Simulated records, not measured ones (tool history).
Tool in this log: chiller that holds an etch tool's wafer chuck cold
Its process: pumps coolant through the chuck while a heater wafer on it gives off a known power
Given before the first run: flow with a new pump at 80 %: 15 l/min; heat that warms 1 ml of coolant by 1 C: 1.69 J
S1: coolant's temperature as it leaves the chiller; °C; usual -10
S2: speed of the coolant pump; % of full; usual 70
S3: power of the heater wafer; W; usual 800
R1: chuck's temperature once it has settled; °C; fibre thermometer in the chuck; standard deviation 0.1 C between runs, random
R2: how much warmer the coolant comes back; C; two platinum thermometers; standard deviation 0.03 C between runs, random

{"run": 1, "hour": 0.0, "S1": -10, "S2": 70, "S3": 800, "R1": 1.2, "R2": 2.2}
{"run": 2, "hour": 29.6, "S1": -10, "S2": 70, "S3": 800, "R1": 1.3, "R2": 2.2}
{"run": 3, "hour": 58.7, "S1": -10, "S2": 70, "S3": 800, "R1": 1.4, "R2": 2.31}
{"run": 4, "hour": 93.3, "S1": -10, "S2": 70, "S3": 800, "R1": 1.3, "R2": 2.23}
{"run": 5, "hour": 112.5, "S1": -10, "S2": 73, "S3": 800, "R1": 1, "R2": 2.05}
{"run": 6, "hour": 148.4, "S1": -10, "S2": 70, "S3": 800, "R1": 1.3, "R2": 2.21}
{"run": 7, "hour": 171.3, "S1": -10, "S2": 63, "S3": 800, "R1": 2.5, "R2": 2.5}
{"run": 8, "hour": 206.7, "S1": -10, "S2": 63, "S3": 800, "R1": 2.4, "R2": 2.48}
{"run": 9, "hour": 227.2, "S1": -10, "S2": 63, "S3": 800, "R1": 2.4, "R2": 2.5}
{"run": 10, "hour": 261.0, "S1": -10, "S2": 63, "S3": 800, "R1": 2.5, "R2": 2.47}
{"run": 11, "hour": 282.3, "S1": -10, "S2": 70, "S3": 1007, "R1": 4.2, "R2": 2.79}
{"run": 12, "hour": 311.9, "S1": -10, "S2": 70, "S3": 1007, "R1": 4.3, "R2": 2.79}
{"run": 13, "hour": 349.8, "S1": -10, "S2": 70, "S3": 1007, "R1": 4.4, "R2": 2.81}
{"run": 14, "hour": 371.8, "S1": -19, "S2": 70, "S3": 800, "R1": -7.6, "R2": 2.19}
{"run": 15, "hour": 393.1, "S1": -19, "S2": 70, "S3": 800, "R1": -7.7, "R2": 2.27}
{"run": 16, "hour": 416.8, "S1": -10, "S2": 70, "S3": 793, "R1": 1.3, "R2": 2.21}
{"run": 17, "hour": 450.7, "S1": -19, "S2": 66, "S3": 814, "R1": -6.6, "R2": 2.39}
{"run": 18, "hour": 486.0, "S1": -19, "S2": 66, "S3": 814, "R1": -6.7, "R2": 2.46}
{"run": 19, "hour": 509.8, "S1": -9, "S2": 85, "S3": 468, "R1": -3.3, "R2": 1.11}
{"run": 20, "hour": 554.1, "S1": -9, "S2": 85, "S3": 468, "R1": -3.1, "R2": 1.05}
{"hour": 559.1, "done": "chiller's thermometer calibrated"}
{"run": 21, "hour": 602.8, "S1": -17, "S2": 70, "S3": 800, "R1": -5.1, "R2": 2.19}
{"run": 22, "hour": 650.2, "S1": -11, "S2": 93, "S3": 607, "R1": -4, "R2": 1.24}
{"hour": 685.9, "done": "chiller's thermometer calibrated, once more"}
{"run": 23, "hour": 695.1, "S1": -5, "S2": 71, "S3": 493, "R1": 2, "R2": 1.32}
{"run": 24, "hour": 733.0, "S1": -5, "S2": 83, "S3": 543, "R1": 1.7, "R2": 1.29}
{"run": 25, "hour": 773.2, "S1": -19, "S2": 80, "S3": 915, "R1": -7.5, "R2": 2.16}
{"run": 26, "hour": 812.1, "S1": -8, "S2": 70, "S3": 629, "R1": 0.9, "R2": 1.73}
{"run": 27, "hour": 845.8, "S1": -8, "S2": 70, "S3": 629, "R1": 0.9, "R2": 1.78}
{"run": 28, "hour": 867.9, "S1": -3, "S2": 81, "S3": 1058, "R1": 10.3, "R2": 2.52}
{"run": 29, "hour": 894.9, "S1": -3, "S2": 80, "S3": 643, "R1": 5.2, "R2": 1.54}
{"run": 30, "hour": 920.2, "S1": -4, "S2": 70, "S3": 466, "R1": 2.6, "R2": 1.3}
{"run": 31, "hour": 953.3, "S1": -10, "S2": 70, "S3": 618, "R1": -1.1, "R2": 1.69}

Below are 4 alternative next runs, each starting from the tool's condition after run 31. Predict each:
{"run": "A", "hour": 981.0, "S1": -10, "S2": 60, "S3": 800, "R1": "?", "R2": "?"}
{"run": "B", "hour": 981.0, "S1": -8, "S2": 76, "S3": 909, "R1": "?", "R2": "?"}
{"run": "C", "hour": 981.0, "S1": -10, "S2": 70, "S3": 803, "R1": "?", "R2": "?"}
{"run": "D", "hour": 981.0, "S1": -8, "S2": 76, "S3": 1003, "R1": "?", "R2": "?"}

run=A R1=3.1 R2=2.6
run=B R1=4.2 R2=2.37
run=C R1=1.6 R2=2.21
run=D R1=5.4 R2=2.54
Without the tool's unlogged condition, the same runs would have read:
run=A R1=1.3 R2=2.54
run=B R1=2.5 R2=2.32
run=C R1=-0.1 R2=2.17
run=D R1=3.5 R2=2.49
